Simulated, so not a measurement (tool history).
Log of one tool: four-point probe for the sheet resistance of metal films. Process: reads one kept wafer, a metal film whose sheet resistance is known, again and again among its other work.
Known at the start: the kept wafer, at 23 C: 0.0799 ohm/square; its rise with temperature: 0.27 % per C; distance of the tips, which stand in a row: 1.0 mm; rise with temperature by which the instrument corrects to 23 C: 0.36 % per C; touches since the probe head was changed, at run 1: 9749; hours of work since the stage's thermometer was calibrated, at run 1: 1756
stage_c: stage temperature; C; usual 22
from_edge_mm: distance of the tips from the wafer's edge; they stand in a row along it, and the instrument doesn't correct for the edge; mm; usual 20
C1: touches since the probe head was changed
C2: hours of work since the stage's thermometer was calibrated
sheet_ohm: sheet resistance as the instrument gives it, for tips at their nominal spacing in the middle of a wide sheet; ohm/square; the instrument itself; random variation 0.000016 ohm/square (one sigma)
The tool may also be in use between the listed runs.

run 1 hour=0 | stage_c=22 from_edge_mm=20 | C1=9749 C2=1756 | sheet_ohm=0.080215
run 2 hour=15.1 | stage_c=22 from_edge_mm=20 | C1=10054 C2=1767 | sheet_ohm=0.080225
run 3 hour=24.7 | stage_c=29 from_edge_mm=20 | C1=10248 C2=1774 | sheet_ohm=0.079705
run 4 hour=32.1 | stage_c=29 from_edge_mm=20 | C1=10395 C2=1779 | sheet_ohm=0.079711
run 5 hour=42.4 | stage_c=32 from_edge_mm=20 | C1=10603 C2=1787 | sheet_ohm=0.079465
run 6 hour=52.4 | stage_c=22 from_edge_mm=20 | C1=10807 C2=1794 | sheet_ohm=0.080206
run 7 hour=65.9 | stage_c=22 from_edge_mm=68 | C1=11078 C2=1804 | sheet_ohm=0.080106
run 8 hour=77.1 | stage_c=22 from_edge_mm=22 | C1=11304 C2=1812 | sheet_ohm=0.080212
run 9 hour=90.4 | stage_c=30 from_edge_mm=20 | C1=11572 C2=1822 | sheet_ohm=0.079617
run 10 hour=105.8 | stage_c=30 from_edge_mm=20 | C1=11883 C2=1833 | sheet_ohm=0.079627
-- hour=107.2 stage's thermometer calibrated
run 11 hour=116 | stage_c=30 from_edge_mm=20 | C1=12079 C2=6 | sheet_ohm=0.079658
run 12 hour=129 | stage_c=33 from_edge_mm=20 | C1=12342 C2=16 | sheet_ohm=0.07944
-- hour=135.6 stage's thermometer calibrated, once more
run 13 hour=140.5 | stage_c=34 from_edge_mm=21 | C1=12563 C2=4 | sheet_ohm=0.079275
run 14 hour=155 | stage_c=34 from_edge_mm=21 | C1=12855 C2=14 | sheet_ohm=0.079257
run 15 hour=164.5 | stage_c=23 from_edge_mm=20 | C1=13047 C2=21 | sheet_ohm=0.080051
run 16 hour=172.3 | stage_c=19 from_edge_mm=5 | C1=13205 C2=27 | sheet_ohm=0.081989
run 17 hour=185.2 | stage_c=32 from_edge_mm=27 | C1=13465 C2=36 | sheet_ohm=0.07934
run 18 hour=197.4 | stage_c=32 from_edge_mm=27 | C1=13712 C2=45 | sheet_ohm=0.07932
run 19 hour=204 | stage_c=21 from_edge_mm=14 | C1=13844 C2=50 | sheet_ohm=0.08033
run 20 hour=217.7 | stage_c=20 from_edge_mm=3 | C1=14121 C2=60 | sheet_ohm=0.084674
run 21 hour=226.1 | stage_c=20 from_edge_mm=5 | C1=14290 C2=66 | sheet_ohm=0.081865
run 22 hour=235.3 | stage_c=26 from_edge_mm=41 | C1=14476 C2=72 | sheet_ohm=0.079717
run 23 hour=246.5 | stage_c=25 from_edge_mm=6 | C1=14701 C2=81 | sheet_ohm=0.080969

4 ways to go on from here, each from the tool as it stands after run 23. What would each give?
run A hour=257.9 | stage_c=33 from_edge_mm=6 | C1=14933 C2=89 | sheet_ohm=?
run B hour=257.9 | stage_c=25 from_edge_mm=65 | C1=14933 C2=89 | sheet_ohm=?
run C hour=257.9 | stage_c=24 from_edge_mm=12 | C1=14933 C2=89 | sheet_ohm=?
run D hour=257.9 | stage_c=25 from_edge_mm=8 | C1=14933 C2=89 | sheet_ohm=?

run=A sheet_ohm=0.08036
run=B sheet_ohm=0.079779
run=C sheet_ohm=0.080174
run=D sheet_ohm=0.080477
Without the tool's hidden state the same runs would have given:
run=A sheet_ohm=0.080319
run=B sheet_ohm=0.079738
run=C sheet_ohm=0.080133
run=D sheet_ohm=0.080435

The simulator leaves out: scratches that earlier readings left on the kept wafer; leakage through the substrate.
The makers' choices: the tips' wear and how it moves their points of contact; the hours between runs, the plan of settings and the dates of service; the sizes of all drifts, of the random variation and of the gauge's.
